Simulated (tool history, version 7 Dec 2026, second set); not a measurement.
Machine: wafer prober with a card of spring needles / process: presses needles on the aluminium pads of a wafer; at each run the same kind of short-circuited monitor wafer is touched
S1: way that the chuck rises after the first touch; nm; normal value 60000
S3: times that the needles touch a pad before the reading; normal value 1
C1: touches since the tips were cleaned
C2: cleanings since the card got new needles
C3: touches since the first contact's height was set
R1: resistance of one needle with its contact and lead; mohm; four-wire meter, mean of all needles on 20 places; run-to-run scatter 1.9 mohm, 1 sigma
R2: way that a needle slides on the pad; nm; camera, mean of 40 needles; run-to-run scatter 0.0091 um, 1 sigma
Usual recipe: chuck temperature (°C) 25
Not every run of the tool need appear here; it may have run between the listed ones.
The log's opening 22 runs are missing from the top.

{"hour": 293.9, "done": "tips cleaned on abrasive film"}
{"hour": 294.2, "done": "height of the first contact set anew"}
{"run": 23, "hour": 303.1, "S1": 45000, "chuck temperature (°C)": 80, "S3": 1, "C1": 5268, "C2": 35, "C3": 5268, "R1": 325, "R2": 11615}
{"hour": 307.6, "done": "tips cleaned on abrasive film"}
{"run": 24, "hour": 313.2, "S1": 42000, "chuck temperature (°C)": 80, "S3": 2, "C1": 3307, "C2": 36, "C3": 11139, "R1": 277, "R2": 10829}
{"hour": 321.9, "done": "tips cleaned on abrasive film"}
{"run": 25, "hour": 326.8, "S1": 42000, "chuck temperature (°C)": 80, "S3": 2, "C1": 2886, "C2": 37, "C3": 19115, "R1": 267, "R2": 10819}
{"hour": 335.2, "done": "tips cleaned on abrasive film"}
{"run": 26, "hour": 341.1, "S1": 50000, "chuck temperature (°C)": 124, "S3": 2, "C1": 3461, "C2": 38, "C3": 27460, "R1": 270, "R2": 12864}
{"hour": 348.7, "done": "tips cleaned on abrasive film"}
{"run": 27, "hour": 349.6, "S1": 78000, "chuck temperature (°C)": 98, "S3": 2, "C1": 554, "C2": 39, "C3": 32469, "R1": 227, "R2": 20071}
{"hour": 363.0, "done": "tips cleaned on abrasive film"}
{"run": 28, "hour": 368.3, "S1": 60000, "chuck temperature (°C)": 45, "S3": 1, "C1": 3126, "C2": 40, "C3": 43420, "R1": 259, "R2": 15413}
{"hour": 377.5, "done": "tips cleaned on abrasive film"}
{"run": 29, "hour": 384.3, "S1": 48000, "chuck temperature (°C)": 25, "S3": 1, "C1": 4009, "C2": 41, "C3": 52812, "R1": 293, "R2": 12301}
{"hour": 390.8, "done": "tips cleaned on abrasive film"}
{"run": 30, "hour": 401.1, "S1": 61000, "chuck temperature (°C)": 72, "S3": 1, "C1": 6110, "C2": 42, "C3": 62663, "R1": 279, "R2": 15643}
{"hour": 404.9, "done": "tips cleaned on abrasive film"}
{"run": 31, "hour": 409.4, "S1": 41000, "chuck temperature (°C)": 95, "S3": 2, "C1": 2658, "C2": 43, "C3": 67481, "R1": 282, "R2": 10444}
{"hour": 419.6, "done": "tips cleaned on abrasive film"}
{"run": 32, "hour": 428.5, "S1": 80000, "chuck temperature (°C)": 80, "S3": 1, "C1": 5268, "C2": 44, "C3": 78698, "R1": 256, "R2": 20482}

What if the next run were any one of these 3? Each begins from the tool's condition after run 32:
{"hour": 433.7, "done": "tips cleaned on abrasive film"}
{"run": "A", "hour": 441.1, "S1": 50000, "chuck temperature (°C)": 74, "S3": 2, "C1": 4349, "C2": 45, "C3": 86034, "R1": "?", "R2": "?"}
{"hour": 433.7, "done": "tips cleaned on abrasive film"}
{"run": "B", "hour": 441.1, "S1": 60000, "chuck temperature (°C)": 44, "S3": 1, "C1": 4349, "C2": 45, "C3": 86034, "R1": "?", "R2": "?"}
{"hour": 433.7, "done": "tips cleaned on abrasive film"}
{"run": "C", "hour": 441.1, "S1": 70000, "chuck temperature (°C)": 26, "S3": 1, "C1": 4349, "C2": 45, "C3": 86034, "R1": "?", "R2": "?"}

run=A R1=272 R2=12731
run=B R1=269 R2=15315
run=C R1=250 R2=17876
The same runs, with their run-to-run variation unchanged, on a tool lacking any hidden condition would have given:
run=A R1=224 R2=12912
run=B R1=209 R2=15495
run=C R1=203 R2=18056

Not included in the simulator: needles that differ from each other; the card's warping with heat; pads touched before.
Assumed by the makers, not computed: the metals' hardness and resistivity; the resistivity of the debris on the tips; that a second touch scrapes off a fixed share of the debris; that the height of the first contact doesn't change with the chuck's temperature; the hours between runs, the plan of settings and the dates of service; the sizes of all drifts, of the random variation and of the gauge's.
